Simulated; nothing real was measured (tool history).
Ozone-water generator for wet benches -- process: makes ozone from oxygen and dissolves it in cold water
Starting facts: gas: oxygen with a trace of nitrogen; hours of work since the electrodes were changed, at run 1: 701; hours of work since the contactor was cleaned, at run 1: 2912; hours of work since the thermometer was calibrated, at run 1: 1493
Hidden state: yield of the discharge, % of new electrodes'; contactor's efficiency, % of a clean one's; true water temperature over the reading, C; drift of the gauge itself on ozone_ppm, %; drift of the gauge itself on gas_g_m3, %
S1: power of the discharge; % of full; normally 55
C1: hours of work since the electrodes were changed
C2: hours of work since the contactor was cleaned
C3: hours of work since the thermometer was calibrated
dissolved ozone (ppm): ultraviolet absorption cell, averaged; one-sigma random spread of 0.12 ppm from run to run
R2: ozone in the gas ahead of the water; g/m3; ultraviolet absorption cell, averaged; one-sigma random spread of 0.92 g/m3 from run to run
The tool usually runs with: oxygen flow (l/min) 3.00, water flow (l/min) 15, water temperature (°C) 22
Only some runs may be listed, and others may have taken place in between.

Run 1, day 0.000: usual settings; C1 701; C2 2912; C3 1493. Result: dissolved ozone (ppm) 11.3, R2 152.9 g/m3.
Run 2, day 1.200: usual settings but S1 57 % of full; C1 728; C2 2940; C3 1521. Result: dissolved ozone (ppm) 11.7, R2 158.5 g/m3.
Run 3, day 2.221: usual settings but oxygen flow (l/min) 3.55; C1 752; C2 2963; C3 1544. Result: dissolved ozone (ppm) 11.5, R2 146.4 g/m3.
Run 4, day 3.796: usual settings but oxygen flow (l/min) 3.55; C1 788; C2 3000; C3 1581. Result: dissolved ozone (ppm) 11.8, R2 144.8 g/m3.
Run 5, day 4.988: usual settings but oxygen flow (l/min) 3.55; C1 816; C2 3027; C3 1608. Result: dissolved ozone (ppm) 11.5, R2 144.5 g/m3.
Run 6, day 6.188: usual settings but oxygen flow (l/min) 3.55; C1 844; C2 3055; C3 1636. Result: dissolved ozone (ppm) 11.8, R2 143.7 g/m3.
Run 7, day 7.521: usual settings but oxygen flow (l/min) 3.55; C1 875; C2 3086; C3 1667. Result: dissolved ozone (ppm) 11.8, R2 144.3 g/m3.
Run 8, day 9.162: usual settings; C1 912; C2 3124; C3 1705. Result: dissolved ozone (ppm) 11.2, R2 153.7 g/m3.
Run 9, day 10.192: usual settings; C1 936; C2 3148; C3 1729. Result: dissolved ozone (ppm) 11.3, R2 154.3 g/m3.
Run 10, day 11.858: usual settings; C1 975; C2 3186; C3 1767. Result: dissolved ozone (ppm) 11.3, R2 153.3 g/m3.
Run 11, day 12.954: usual settings but S1 72 % of full; C1 1000; C2 3211; C3 1793. Result: dissolved ozone (ppm) 14.0, R2 190.2 g/m3.
Run 12, day 14.671: usual settings but S1 72 % of full; C1 1040; C2 3251; C3 1832. Result: dissolved ozone (ppm) 13.8, R2 191.3 g/m3.
Run 13, day 16.042: usual settings but S1 72 % of full; C1 1071; C2 3283; C3 1864. Result: dissolved ozone (ppm) 13.8, R2 187.5 g/m3.
Run 14, day 17.846: usual settings but water temperature (°C) 20; C1 1113; C2 3325; C3 1906. Result: dissolved ozone (ppm) 11.6, R2 151.7 g/m3.
Run 15, day 19.392: usual settings but water temperature (°C) 20; C1 1149; C2 3360; C3 1941. Result: dissolved ozone (ppm) 11.7, R2 153.0 g/m3.
Run 16, day 20.250: usual settings but S1 54 % of full, water temperature (°C) 20; C1 1169; C2 3380; C3 1961. Result: dissolved ozone (ppm) 11.7, R2 149.0 g/m3.
Run 17, day 21.946: usual settings but S1 54 % of full, water temperature (°C) 20; C1 1208; C2 3419; C3 2000. Result: dissolved ozone (ppm) 11.5, R2 148.8 g/m3.
Run 18, day 22.958: usual settings but S1 46 % of full, water temperature (°C) 29; C1 1231; C2 3443; C3 2024. Result: dissolved ozone (ppm) 8.7, R2 131.5 g/m3.
Run 19, day 24.321: usual settings but S1 44 % of full, oxygen flow (l/min) 4.85, water flow (l/min) 18, water temperature (°C) 15; C1 1263; C2 3474; C3 2055. Result: dissolved ozone (ppm) 10.1, R2 107.3 g/m3.
Run 20, day 25.833: usual settings but S1 44 % of full, oxygen flow (l/min) 4.85, water flow (l/min) 18, water temperature (°C) 15; C1 1298; C2 3509; C3 2090. Result: dissolved ozone (ppm) 9.9, R2 108.2 g/m3.
Run 21, day 26.904: usual settings but S1 44 % of full, oxygen flow (l/min) 4.85, water flow (l/min) 18, water temperature (°C) 15; C1 1323; C2 3534; C3 2115. Result: dissolved ozone (ppm) 9.9, R2 107.2 g/m3.
Run 22, day 28.542: usual settings but S1 92 % of full, water flow (l/min) 11; C1 1360; C2 3572; C3 2153. Result: dissolved ozone (ppm) 21.3, R2 226.4 g/m3.
Run 23, day 29.854: usual settings but S1 92 % of full, water flow (l/min) 11; C1 1391; C2 3602; C3 2183. Result: dissolved ozone (ppm) 21.6, R2 225.0 g/m3.
Run 24, day 30.729: usual settings but S1 93 % of full, water flow (l/min) 13; C1 1411; C2 3622; C3 2204. Result: dissolved ozone (ppm) 19.2, R2 229.4 g/m3.
Run 25, day 32.267: usual settings but S1 93 % of full, water flow (l/min) 13; C1 1447; C2 3658; C3 2239. Result: dissolved ozone (ppm) 19.4, R2 228.3 g/m3.
Run 26, day 33.888: usual settings but S1 93 % of full, water flow (l/min) 13; C1 1484; C2 3695; C3 2277. Result: dissolved ozone (ppm) 19.3, R2 227.6 g/m3.
Run 27, day 35.233: usual settings but S1 93 % of full, water flow (l/min) 13; C1 1515; C2 3726; C3 2308. Result: dissolved ozone (ppm) 19.4, R2 228.1 g/m3.
At day 36.033: gauge calibrated.
Run 28, day 36.971: usual settings but S1 93 % of full, water flow (l/min) 13; C1 1555; C2 3767; C3 2348. Result: dissolved ozone (ppm) 19.4, R2 235.6 g/m3.
Run 29, day 37.979: usual settings but oxygen flow (l/min) 2.02, water temperature (°C) 20; C1 1579; C2 3790; C3 2371. Result: dissolved ozone (ppm) 10.2, R2 176.8 g/m3.
Run 30, day 39.325: usual settings but oxygen flow (l/min) 2.02, water flow (l/min) 17, water temperature (°C) 20; C1 1610; C2 3821; C3 2402. Result: dissolved ozone (ppm) 9.2, R2 176.2 g/m3.
Run 31, day 41.088: usual settings but oxygen flow (l/min) 2.02, water flow (l/min) 17, water temperature (°C) 20; C1 1650; C2 3862; C3 2443. Result: dissolved ozone (ppm) 9.3, R2 177.1 g/m3.
Run 32, day 42.042: usual settings but water flow (l/min) 10, water temperature (°C) 19; C1 1673; C2 3884; C3 2465. Result: dissolved ozone (ppm) 16.0, R2 155.0 g/m3.

What if the next run were any one of these 4? Each begins from the tool's condition after run 32:
Run A, day 43.021: usual settings but S1 67 % of full; C1 1695; C2 3907; C3 2488. Result: dissolved ozone (ppm) ?, R2 ?.
Run B, day 43.021: usual settings but oxygen flow (l/min) 3.24, water flow (l/min) 23; C1 1695; C2 3907; C3 2488. Result: dissolved ozone (ppm) ?, R2 ?.
Run C, day 43.021: usual settings but S1 93 % of full, oxygen flow (l/min) 3.06, water flow (l/min) 19, water temperature (°C) 19; C1 1695; C2 3907; C3 2488. Result: dissolved ozone (ppm) ?, R2 ?.
Run D, day 43.021: usual settings but oxygen flow (l/min) 1.96, water flow (l/min) 10, water temperature (°C) 19; C1 1695; C2 3907; C3 2488. Result: dissolved ozone (ppm) ?, R2 ?.

run  dissolved ozone (ppm)     R2
  A                   13.2  179.7
  B                    7.9  150.6
  C                   14.6  230.8
  D                   14.7  177.1
Take away the tool's hidden state, keep each run's random variation, and the runs would have read:
run  dissolved ozone (ppm)     R2
  A                   13.2  180.8
  B                    7.9  151.5
  C                   14.6  232.2
  D                   14.8  178.2
